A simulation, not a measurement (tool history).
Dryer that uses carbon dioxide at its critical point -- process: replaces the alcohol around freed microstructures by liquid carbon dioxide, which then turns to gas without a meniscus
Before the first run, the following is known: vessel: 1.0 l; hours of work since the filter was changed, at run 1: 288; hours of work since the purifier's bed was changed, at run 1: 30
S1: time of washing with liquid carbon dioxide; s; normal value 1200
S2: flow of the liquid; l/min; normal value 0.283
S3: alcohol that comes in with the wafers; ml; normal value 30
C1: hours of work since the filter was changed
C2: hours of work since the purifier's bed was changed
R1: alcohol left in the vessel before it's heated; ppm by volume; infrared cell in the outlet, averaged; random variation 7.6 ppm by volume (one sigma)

run    hour    S1     S2   S3   C1   C2     R1
  1     0.0  1200  0.283   30  288   30    614
  2    29.5  1260  0.283   30  305   47    533
       36.3  -- inlet filter changed
  3    68.0  1200  0.283   30   18   68    427
  4   104.3  1200  0.450   30   38   89     76
  5   141.7  1200  0.450   30   59  110     68
  6   157.9  1200  0.450   30   68  119     78
  7   193.5  1860  0.283   30   88  139     97
  8   220.6  1860  0.283   30  104  154     84
  9   258.0  1860  0.283   30  125  175    103
 10   297.1  1200  0.283   30  147  197    536
 11   319.0  1200  0.283   34  159  209    619
 12   334.9  1200  0.283   34  168  218    615
 13   351.1  1200  0.283   34  177  227    663
 14   385.0  1200  0.283   34  196  247    667
 15   416.3  1200  0.283   34  214  264    687
 16   438.3  1200  0.283   34  226  277    694
 17   462.6  1200  0.283   21  240  290    486
 18   496.8  1200  0.283   21  259  309    510
 19   524.5  1200  0.283   44  275  325    965
 20   556.0  1200  0.283   44  293  343   1001
      584.9  -- inlet filter changed
 21   586.0  1200  0.283   44    1  359    663
 22   612.4  1200  0.283   30   16  374    488
 23   642.1  1200  0.283   62   32  391    954
 24   660.7  1200  0.283   62   43  401    950
 25   697.4  1200  0.283   62   63  422   1004
 26   721.2  1500  0.240   78   77  435   1007
 27   737.3  1560  0.443  102   86  444    148
 28   761.7   960  0.283   30  100  458   1169
 29   790.7   960  0.235   30  116  474   2049
 30   824.5  1380  0.307   25  135  493    291
 31   847.3  1380  0.307   25  148  506    305
 32   876.9  1080  0.323   25  164  523    539
 33   899.6   720  0.175   88  177  536  19118
 34   931.5   720  0.175   88  195  554  19705
 35   947.5  1200  0.189   30  204  563   2195
 36   970.2  1200  0.189   30  217  575   2215
 37  1000.0  1200  0.189   30  234  592   2271
 38  1019.5  1260  0.283   36  245  603    743
 39  1050.5  1740  0.283   24  262  621    259
 40  1076.2  1740  0.449   23  277  635    190
 41  1108.0  1740  0.242   30  294  653    420
 42  1125.6  1860  0.199   38  304  663    771
     1132.5  -- inlet filter changed
 43  1149.1  1860  0.294   30    9  676    221
 44  1178.3  1860  0.294   30   26  692    234
 45  1202.7  1860  0.294   30   40  706    241
 46  1223.7  1860  0.294   30   51  718    235

What would each run have given without the hidden state, its run-to-run variation left as it was?
Hidden state at play: flow that reaches the vessel past the clogged filter, %; alcohol in the recycled carbon dioxide, ppm; drift of the gauge itself on alcohol_ppm, %.
run     R1
  1    382
  2    309
  3    393
  4     45
  5     30
  6     37
  7     45
  8     26
  9     37
 10    375
 11    427
 12    421
 13    446
 14    431
 15    432
 16    423
 17    267
 18    274
 19    556
 20    558
 21    556
 22    371
 23    792
 24    775
 25    792
 26    764
 27     18
 28    907
 29   1679
 30    116
 31    121
 32    295
 33  17006
 34  17336
 35   1625
 36   1613
 37   1624
 38    375
 39     50
 40      4
 41    132
 42    338
 43     29
 44     33
 45     29
 46     26

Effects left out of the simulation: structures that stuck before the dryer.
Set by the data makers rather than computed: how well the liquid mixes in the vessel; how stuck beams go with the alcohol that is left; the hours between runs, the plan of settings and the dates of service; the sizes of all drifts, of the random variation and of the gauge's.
